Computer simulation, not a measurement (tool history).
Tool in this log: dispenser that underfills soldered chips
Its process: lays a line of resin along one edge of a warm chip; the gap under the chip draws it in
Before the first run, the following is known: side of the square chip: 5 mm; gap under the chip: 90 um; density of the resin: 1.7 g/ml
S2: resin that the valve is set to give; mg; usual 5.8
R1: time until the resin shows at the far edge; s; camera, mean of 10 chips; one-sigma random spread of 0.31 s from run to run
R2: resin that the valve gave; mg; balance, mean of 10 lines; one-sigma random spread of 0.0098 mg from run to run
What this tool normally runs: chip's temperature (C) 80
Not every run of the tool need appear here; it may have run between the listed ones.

Run 1, hour 0: usual settings. Result: R1 9.9 s, R2 5.652 mg.
Run 2, hour 3.5: usual settings but S2 6.27 mg. Result: R1 11.7 s, R2 6.081 mg.
At hour 8.2: dispensing valve cleaned and set on the balance.
Run 3, hour 8.7: usual settings but S2 6.27 mg. Result: R1 15.6 s, R2 6.243 mg.
At hour 9.5: new syringe of resin.
Run 4, hour 11.2: usual settings but S2 6.18 mg. Result: R1 8 s, R2 6.138 mg.
Run 5, hour 14.5: usual settings but S2 6.18 mg. Result: R1 10 s, R2 6.156 mg.
Run 6, hour 18.9: usual settings but S2 6.18 mg. Result: R1 13.7 s, R2 6.131 mg.
At hour 21.1: new syringe of resin.
Run 7, hour 21.5: usual settings but S2 6.18 mg. Result: R1 7.4 s, R2 6.136 mg.
Run 8, hour 23.6: usual settings but S2 6.18 mg. Result: R1 9.3 s, R2 6.125 mg.
Run 9, hour 26.3: usual settings. Result: R1 10.3 s, R2 5.735 mg.
Run 10, hour 28.7: usual settings but S2 6.06 mg. Result: R1 12.7 s, R2 6.012 mg.
At hour 32.7: new syringe of resin.
Run 11, hour 33: usual settings but S2 5.6 mg. Result: R1 7.4 s, R2 5.554 mg.
Run 12, hour 36.8: usual settings but chip's temperature (C) 76. Result: R1 11.9 s, R2 5.725 mg.
Run 13, hour 41: usual settings but chip's temperature (C) 76. Result: R1 15.7 s, R2 5.715 mg.
Run 14, hour 43.5: usual settings. Result: R1 15.2 s, R2 5.716 mg.
At hour 44.3: new syringe of resin.
Run 15, hour 48.1: usual settings but S2 6.57 mg. Result: R1 10 s, R2 6.465 mg.
Run 16, hour 50.5: usual settings but S2 6.57 mg. Result: R1 11.6 s, R2 6.472 mg.
Run 17, hour 52.6: usual settings but chip's temperature (C) 69. Result: R1 20.8 s, R2 5.711 mg.
At hour 55.9: new syringe of resin.
Run 18, hour 55.9: usual settings but chip's temperature (C) 69, S2 6.44 mg. Result: R1 12.2 s, R2 6.311 mg.
Run 19, hour 58.5: usual settings but chip's temperature (C) 75, S2 7.33 mg. Result: R1 10.8 s, R2 7.2 mg.
Run 20, hour 62.4: usual settings but chip's temperature (C) 73, S2 6.62 mg. Result: R1 14.9 s, R2 6.492 mg.
Run 21, hour 66.6: usual settings but chip's temperature (C) 73, S2 6.62 mg. Result: R1 19.4 s, R2 6.487 mg.
At hour 67.6: new syringe of resin.
Run 22, hour 71.8: usual settings but chip's temperature (C) 89. Result: R1 6.9 s, R2 5.674 mg.

Estimate the outcome of run 23 from the log above:
Run 23, hour 76.7: usual settings but chip's temperature (C) 92, S2 5.45 mg. Result: R1 ?, R2 ?.

R1: 8.9 s
R2: 5.314 mg
Without the tool's hidden state the same run would have given R1 4.9 s, R2 5.445 mg.
